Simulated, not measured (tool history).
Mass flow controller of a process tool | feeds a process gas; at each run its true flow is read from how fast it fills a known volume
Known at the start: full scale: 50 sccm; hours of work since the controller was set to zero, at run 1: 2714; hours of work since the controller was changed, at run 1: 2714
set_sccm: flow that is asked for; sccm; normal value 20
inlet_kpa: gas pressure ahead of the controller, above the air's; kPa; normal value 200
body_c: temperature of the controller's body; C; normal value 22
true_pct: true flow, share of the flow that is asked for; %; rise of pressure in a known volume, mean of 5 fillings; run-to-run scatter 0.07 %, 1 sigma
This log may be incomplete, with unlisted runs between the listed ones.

run	hour	set_sccm	inlet_kpa	body_c	hours of work since the controller was set to zero	hours of work since the controller was changed	true_pct
1	0.0	20	200	22	2714	2714	98.90
2	216.6	20	200	22	2780	2780	99.22
3	587.1	20	200	22	2893	2893	99.17
4	910.8	8	200	22	2992	2992	97.78
5	1251.2	20	200	22	3096	3096	99.14
6	1651.6	20	200	22	3219	3219	99.13
7	1902.7	20	200	22	3295	3295	99.14
8	2097.6	20	200	22	3355	3355	99.14
9	2434.9	20	200	22	3458	3458	99.19
10	2837.1	7	200	22	3581	3581	97.27
# hour 2854.6: controller's zero set anew
11	3159.8	7	200	22	93	3679	96.04
12	3381.3	20	200	30	161	3747	99.33
13	3631.3	10	145	23	237	3824	97.56
14	3862.8	10	145	23	308	3894	97.56
15	4143.9	28	244	24	394	3980	99.37
16	4425.7	7	162	38	480	4066	97.54
# hour 4614.5: controller's zero set anew, once more
17	4779.6	13	247	27	50	4174	100.09
18	4984.5	7	209	32	113	4237	100.64

Alternative continuations, all from the tool just after run 18; predict every row:
A	5377.4	23	209	28	233	4357	?
B	5377.4	6	209	36	233	4357	?
C	5377.4	5	235	26	233	4357	?
D	5377.4	19	209	22	233	4357	?
E	5377.4	17	148	37	233	4357	?

run	true_pct
A	100.74
B	100.77
C	99.68
D	100.04
E	101.85
With the hidden condition removed and each run's random variation left untouched, the same runs would have given:
run	true_pct
A	99.71
B	99.94
C	98.90
D	99.03
E	100.84
